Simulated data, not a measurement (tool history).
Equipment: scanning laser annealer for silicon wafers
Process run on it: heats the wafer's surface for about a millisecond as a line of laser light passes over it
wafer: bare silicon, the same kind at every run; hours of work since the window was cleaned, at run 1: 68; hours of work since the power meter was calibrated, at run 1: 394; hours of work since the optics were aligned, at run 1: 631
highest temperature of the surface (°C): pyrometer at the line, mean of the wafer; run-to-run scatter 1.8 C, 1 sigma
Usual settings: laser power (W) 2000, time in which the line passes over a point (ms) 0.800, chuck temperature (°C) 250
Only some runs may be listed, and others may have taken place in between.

run,hour,laser power (W),time in which the line passes over a point (ms),chuck temperature (°C),hours of work since the window was cleaned,hours of work since the power meter was calibrated,hours of work since the optics were aligned,highest temperature of the surface (°C)
1,0.0,2000,0.800,250,68,394,631,969
2,22.1,2000,0.800,250,80,406,643,967
3,39.4,2000,0.800,250,90,416,653,964
4,57.2,2000,0.800,250,99,426,663,965
5,78.6,1904,0.800,250,111,437,674,922
6,91.1,1904,0.800,250,118,444,681,918
7,106.0,1904,0.800,250,126,453,690,916
8,127.1,1904,0.800,250,138,464,701,920
9,138.9,2000,0.800,250,144,471,708,964
10,157.8,2000,0.635,250,155,481,718,870
11,184.4,2000,0.800,250,169,496,733,961
12,210.0,2000,0.800,250,184,510,747,959
13,228.5,2000,0.800,250,194,520,757,958
14,244.6,2000,0.800,250,203,529,766,959
15,270.9,2000,0.800,250,217,543,780,961
16,291.0,2000,0.800,250,228,554,792,956
17,302.8,2096,0.800,250,235,561,798,998
18,320.8,2096,0.800,225,245,571,808,976
19,333.8,2096,0.800,225,252,578,815,974
20,346.1,2096,0.800,225,259,585,822,975
21,357.1,1755,0.800,225,265,591,828,817
22,371.8,1757,0.649,250,273,599,836,772
23,393.2,2148,0.912,224,285,611,848,1058
24,407.8,2148,0.912,224,293,619,856,1055
25,420.1,1879,0.589,252,299,626,863,793
26,445.9,1879,0.589,252,314,640,877,791
27,466.5,1879,0.589,252,325,651,888,789
28,482.8,2034,0.933,262,334,660,897,1046
29,500.4,2034,0.933,262,344,670,907,1041
30,514.0,1953,0.800,229,351,677,914,903
31,525.6,2193,0.800,240,358,684,921,1028
32,541.6,2130,0.800,234,366,693,930,993
33,565.8,2000,0.855,282,380,706,943,1003
34,587.0,1901,0.917,218,391,718,955,918
35,603.7,2147,0.722,218,401,727,964,937
36,621.2,1998,0.666,250,410,737,974,874
37,646.9,1934,0.894,250,424,751,988,955
38,663.3,1934,0.894,250,433,760,997,951
39,686.5,2185,0.863,250,446,773,1010,1060
40,711.5,1853,0.757,250,460,786,1023,852

Predict each of these 3 candidate next runs independently; none follows another, all start after run 40:
# hour 732.6: window over the wafer cleaned
A,736.1,1928,0.620,278,2,799,1036,?
# hour 732.6: window over the wafer cleaned
B,736.1,2000,0.593,231,2,799,1036,?
# hour 732.6: window over the wafer cleaned
C,736.1,2001,0.584,283,2,799,1036,?

run,highest temperature of the surface (°C)
A,870
B,834
C,877
With the hidden condition removed and each run's random variation left untouched, the same runs would have given:
run,highest temperature of the surface (°C)
A,883
B,848
C,890
